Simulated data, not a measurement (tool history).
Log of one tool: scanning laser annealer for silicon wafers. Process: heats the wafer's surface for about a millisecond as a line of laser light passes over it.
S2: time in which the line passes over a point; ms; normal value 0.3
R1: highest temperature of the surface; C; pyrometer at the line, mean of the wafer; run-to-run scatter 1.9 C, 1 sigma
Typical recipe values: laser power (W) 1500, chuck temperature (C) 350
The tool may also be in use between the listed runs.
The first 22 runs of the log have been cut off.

Run 23, hour 182.9: usual settings but laser power (W) 1277, S2 0.26 ms, chuck temperature (C) 343. Result: R1 974 C.
Run 24, hour 189.7: usual settings but laser power (W) 1277, S2 0.26 ms, chuck temperature (C) 343. Result: R1 975 C.
Run 25, hour 196.5: usual settings but laser power (W) 1277, S2 0.23 ms, chuck temperature (C) 343. Result: R1 928 C.
Run 26, hour 203.5: usual settings but laser power (W) 1277, S2 0.23 ms, chuck temperature (C) 343. Result: R1 930 C.
Run 27, hour 215: usual settings but laser power (W) 1494. Result: R1 1142 C.
Run 28, hour 225.1: usual settings but laser power (W) 1361, S2 0.322 ms, chuck temperature (C) 326. Result: R1 1080 C.
At hour 231.1: optics aligned, line set to its width.
Run 29, hour 240.8: usual settings but chuck temperature (C) 338. Result: R1 1130 C.
Run 30, hour 249.3: usual settings but laser power (W) 1592, S2 0.324 ms, chuck temperature (C) 365. Result: R1 1242 C.
Run 31, hour 255.5: usual settings but laser power (W) 1552, S2 0.284 ms. Result: R1 1144 C.
Run 32, hour 265.6: usual settings but laser power (W) 1552, S2 0.284 ms. Result: R1 1141 C.
Run 33, hour 274.7: usual settings but laser power (W) 1338, chuck temperature (C) 355. Result: R1 1064 C.
Run 34, hour 281.4: usual settings but laser power (W) 1338, chuck temperature (C) 355. Result: R1 1063 C.
Run 35, hour 290.6: usual settings but laser power (W) 1338, chuck temperature (C) 355. Result: R1 1066 C.
At hour 302.4: optics aligned, line set to its width, once more.
At hour 305.9: window over the wafer cleaned.
Run 36, hour 305.9: usual settings but laser power (W) 1466, S2 0.233 ms, chuck temperature (C) 316. Result: R1 1026 C.
Run 37, hour 315.8: usual settings but laser power (W) 1512, chuck temperature (C) 312. Result: R1 1154 C.
Run 38, hour 324.4: usual settings but laser power (W) 1461, S2 0.299 ms, chuck temperature (C) 312. Result: R1 1130 C.
Run 39, hour 331.2: usual settings but laser power (W) 1439, S2 0.251 ms, chuck temperature (C) 360. Result: R1 1091 C.
Run 40, hour 338: usual settings but laser power (W) 1439, S2 0.251 ms, chuck temperature (C) 360. Result: R1 1085 C.

Below are 5 alternative next runs, each starting from the tool's condition after run 40. Predict each:
Run A, hour 349.3: usual settings but laser power (W) 1572, S2 0.216 ms, chuck temperature (C) 346. Result: R1 ?.
Run B, hour 349.3: usual settings but laser power (W) 1398. Result: R1 ?.
Run C, hour 349.3: usual settings but laser power (W) 1374, S2 0.259 ms, chuck temperature (C) 381. Result: R1 ?.
Run D, hour 349.3: usual settings but laser power (W) 1439, S2 0.332 ms, chuck temperature (C) 360. Result: R1 ?.
Run E, hour 349.3: usual settings but laser power (W) 1439, S2 0.298 ms, chuck temperature (C) 360. Result: R1 ?.

run    R1
  A  1072
  B  1135
  C  1091
  D  1213
  E  1163
Stripped of hidden state, with their random variation kept, the same runs would have yielded:
run    R1
  A  1073
  B  1136
  C  1092
  D  1214
  E  1164
